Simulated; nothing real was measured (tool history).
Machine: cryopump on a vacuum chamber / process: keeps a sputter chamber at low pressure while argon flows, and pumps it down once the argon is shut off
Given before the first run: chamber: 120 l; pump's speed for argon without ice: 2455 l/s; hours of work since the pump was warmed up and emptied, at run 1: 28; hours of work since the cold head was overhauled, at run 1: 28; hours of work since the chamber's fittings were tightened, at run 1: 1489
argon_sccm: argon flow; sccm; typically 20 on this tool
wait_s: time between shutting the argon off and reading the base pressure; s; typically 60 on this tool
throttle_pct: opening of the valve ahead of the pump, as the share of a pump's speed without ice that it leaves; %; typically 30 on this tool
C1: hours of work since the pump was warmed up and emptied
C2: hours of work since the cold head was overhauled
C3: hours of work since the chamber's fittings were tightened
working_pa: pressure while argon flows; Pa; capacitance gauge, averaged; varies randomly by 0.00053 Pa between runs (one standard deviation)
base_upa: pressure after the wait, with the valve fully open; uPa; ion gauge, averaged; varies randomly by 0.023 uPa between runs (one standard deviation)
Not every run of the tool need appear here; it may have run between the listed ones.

Run 1, day 0: usual settings; C1 28; C2 28; C3 1489. Result: working_pa 0.0456 Pa, base_upa 1.03 uPa.
Run 2, day 3.592: usual settings; C1 63; C2 63; C3 1524. Result: working_pa 0.0468 Pa, base_upa 1.07 uPa.
Run 3, day 8.375: usual settings; C1 110; C2 110; C3 1570. Result: working_pa 0.0463 Pa, base_upa 1.05 uPa.
Run 4, day 11.521: usual settings; C1 140; C2 140; C3 1601. Result: working_pa 0.0478 Pa, base_upa 1.04 uPa.
Run 5, day 16: usual settings but argon_sccm 28 sccm; C1 184; C2 184; C3 1644. Result: working_pa 0.0669 Pa, base_upa 1.08 uPa.
Run 6, day 20.988: usual settings; C1 233; C2 233; C3 1693. Result: working_pa 0.0478 Pa, base_upa 1.12 uPa.
Run 7, day 25.733: usual settings; C1 279; C2 279; C3 1739. Result: working_pa 0.05 Pa, base_upa 1.17 uPa.
Run 8, day 29.412: usual settings; C1 315; C2 315; C3 1775. Result: working_pa 0.0495 Pa, base_upa 1.19 uPa.
Run 9, day 33.896: usual settings but throttle_pct 28 %; C1 358; C2 358; C3 1819. Result: working_pa 0.0539 Pa, base_upa 1.17 uPa.
Run 10, day 36.954: usual settings but wait_s 138 s, throttle_pct 28 %; C1 388; C2 388; C3 1848. Result: working_pa 0.0549 Pa, base_upa 0.79 uPa.
Run 11, day 41.962: usual settings but wait_s 138 s, throttle_pct 28 %; C1 437; C2 437; C3 1897. Result: working_pa 0.0558 Pa, base_upa 0.81 uPa.
At day 43.758: pump warmed up, emptied and cooled again.
At day 44.267: leaking fittings of the chamber tightened, without venting.
Run 12, day 45.958: usual settings but argon_sccm 28 sccm; C1 21; C2 473; C3 16. Result: working_pa 0.0638 Pa, base_upa 0.8 uPa.
Run 13, day 50.858: usual settings but argon_sccm 29 sccm; C1 68; C2 521; C3 64. Result: working_pa 0.0672 Pa, base_upa 0.83 uPa.
Run 14, day 53.992: usual settings but argon_sccm 22 sccm; C1 99; C2 551; C3 95. Result: working_pa 0.0521 Pa, base_upa 0.84 uPa.
Run 15, day 58.508: usual settings but argon_sccm 22 sccm, wait_s 200 s, throttle_pct 20 %; C1 143; C2 595; C3 139. Result: working_pa 0.0779 Pa, base_upa 0.35 uPa.
Run 16, day 62.762: usual settings but argon_sccm 36 sccm, wait_s 200 s, throttle_pct 44 %; C1 184; C2 636; C3 180. Result: working_pa 0.0606 Pa, base_upa 0.38 uPa.
Run 17, day 66.475: usual settings but argon_sccm 36 sccm, wait_s 200 s, throttle_pct 44 %; C1 220; C2 672; C3 216. Result: working_pa 0.0611 Pa, base_upa 0.43 uPa.
Run 18, day 69.1: usual settings but argon_sccm 34 sccm; C1 246; C2 698; C3 242. Result: working_pa 0.0839 Pa, base_upa 0.9 uPa.
Run 19, day 73.262: usual settings but wait_s 32 s, throttle_pct 29 %; C1 286; C2 739; C3 282. Result: working_pa 0.0508 Pa, base_upa 1.44 uPa.
Run 20, day 76.817: usual settings but argon_sccm 13 sccm, wait_s 32 s, throttle_pct 50 %; C1 321; C2 773; C3 317. Result: working_pa 0.0201 Pa, base_upa 1.52 uPa.
Run 21, day 81.654: usual settings but wait_s 208 s, throttle_pct 25 %; C1 368; C2 820; C3 364. Result: working_pa 0.0597 Pa, base_upa 0.42 uPa.
Run 22, day 85.454: usual settings but wait_s 155 s; C1 405; C2 857; C3 401. Result: working_pa 0.0521 Pa, base_upa 0.52 uPa.
Run 23, day 88.658: usual settings but argon_sccm 23 sccm, wait_s 46 s, throttle_pct 55 %; C1 436; C2 888; C3 432. Result: working_pa 0.0368 Pa, base_upa 1.18 uPa.
At day 90.479: pump warmed up, emptied and cooled again.
Run 24, day 94.158: usual settings but argon_sccm 33 sccm, wait_s 35 s; C1 36; C2 940; C3 484. Result: working_pa 0.0769 Pa, base_upa 1.37 uPa.
Run 25, day 97.608: usual settings but argon_sccm 33 sccm, wait_s 213 s, throttle_pct 15 %; C1 69; C2 973; C3 517. Result: working_pa 0.1533 Pa, base_upa 0.45 uPa.

Consider 5 possible next runs. They are alternatives, not a sequence: every one starts from the tool as it was left by run 25. What does each give?
Run A, day 102.054: usual settings but argon_sccm 17 sccm, wait_s 147 s, throttle_pct 17 %; C1 113; C2 1017; C3 560. Result: working_pa ?, base_upa ?.
Run B, day 102.054: usual settings but argon_sccm 15 sccm, wait_s 203 s, throttle_pct 25 %; C1 113; C2 1017; C3 560. Result: working_pa ?, base_upa ?.
Run C, day 102.054: usual settings but argon_sccm 30 sccm, wait_s 159 s, throttle_pct 26 %; C1 113; C2 1017; C3 560. Result: working_pa ?, base_upa ?.
Run D, day 102.054: usual settings but argon_sccm 30 sccm, wait_s 196 s, throttle_pct 59 %; C1 113; C2 1017; C3 560. Result: working_pa ?, base_upa ?.
Run E, day 102.054: usual settings but argon_sccm 17 sccm, wait_s 289 s, throttle_pct 15 %; C1 113; C2 1017; C3 560. Result: working_pa ?, base_upa ?.

run  working_pa  base_upa
  A      0.0702       0.5
  B      0.0427      0.42
  C      0.0818      0.47
  D      0.0364      0.45
  E      0.0791      0.35
Without the tool's unlogged condition, the same runs would have read:
run  working_pa  base_upa
  A      0.0691       0.4
  B      0.0417      0.32
  C      0.0799      0.37
  D      0.0344      0.34
  E       0.078      0.25
